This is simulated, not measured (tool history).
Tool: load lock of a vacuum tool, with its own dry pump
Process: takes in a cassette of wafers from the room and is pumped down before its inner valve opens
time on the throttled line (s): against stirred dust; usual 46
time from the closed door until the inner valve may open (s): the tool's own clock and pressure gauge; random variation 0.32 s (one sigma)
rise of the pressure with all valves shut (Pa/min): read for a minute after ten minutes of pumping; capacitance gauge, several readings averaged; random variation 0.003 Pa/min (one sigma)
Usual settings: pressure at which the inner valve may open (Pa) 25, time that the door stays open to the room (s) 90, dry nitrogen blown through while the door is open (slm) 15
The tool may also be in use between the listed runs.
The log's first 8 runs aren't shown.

run,hour,time on the throttled line (s),pressure at which the inner valve may open (Pa),time that the door stays open to the room (s),dry nitrogen blown through while the door is open (slm),hours that the pump has run since its overhaul,times that the door has closed on its seal,"incoming humidity of the room's air, %",time from the closed door until the inner valve may open (s),rise of the pressure with all valves shut (Pa/min)
9,964.2,46,32,90,6,11822,20018,40.7,80.3,0.117
10,1032.6,46,32,90,6,11890,20263,44.7,80.1,0.117
11,1138.9,46,32,90,6,11996,20643,43.2,80.2,0.129
12,1226.1,46,32,90,6,12083,20955,40.7,80.6,0.133
13,1338.5,46,32,90,6,12196,21357,44.1,80.8,0.137
14,1485.4,46,25,134,15,12343,21883,44.8,81.9,0.128
15,1559.7,46,25,90,15,12417,22149,46.3,82.7,0.129
16,1662.6,46,25,90,15,12520,22517,48.1,82.2,0.135
17,1765.4,46,25,90,15,12623,22885,44.5,82.1,0.138
18,1917.7,46,25,90,15,12775,23430,47.5,82.6,0.139
19,2067.9,91,25,90,15,12925,23967,46.3,114.1,0.143
20,2209.1,46,25,90,12,13066,24472,40.1,82.5,0.145
21,2338.9,46,25,90,12,13196,24936,44.8,82.9,0.158
22,2405,46,25,90,12,13262,25173,46.7,82.6,0.154
23,2497.8,30,25,147,12,13355,25505,44.6,71.4,0.163
24,2579.2,23,25,90,16,13437,25796,44.3,66.5,0.15
25,2717.2,46,25,42,15,13575,26290,46.2,82.4,0.149
26,2866.9,46,20,90,26,13724,26826,45.6,83.7,0.157
27,2960,46,20,90,26,13817,27159,41.8,83.9,0.152
28,3071.7,46,42,90,21,13929,27558,44.6,79.9,0.161
29,3179.8,46,42,90,21,14037,27945,45,79.4,0.165
30,3280.2,88,45,90,13,14138,28304,44.1,108.1,0.173

Run 31 comes next. What will it give?
31,3396.2,85,25,70,17,14254,28719,46.1,?,?

Run 31 gave time from the closed door until the inner valve may open (s) 109.9, rise of the pressure with all valves shut (Pa/min) 0.17.
Without the tool's hidden state the same run would have given time from the closed door until the inner valve may open (s) 106, rise of the pressure with all valves shut (Pa/min) 0.026.

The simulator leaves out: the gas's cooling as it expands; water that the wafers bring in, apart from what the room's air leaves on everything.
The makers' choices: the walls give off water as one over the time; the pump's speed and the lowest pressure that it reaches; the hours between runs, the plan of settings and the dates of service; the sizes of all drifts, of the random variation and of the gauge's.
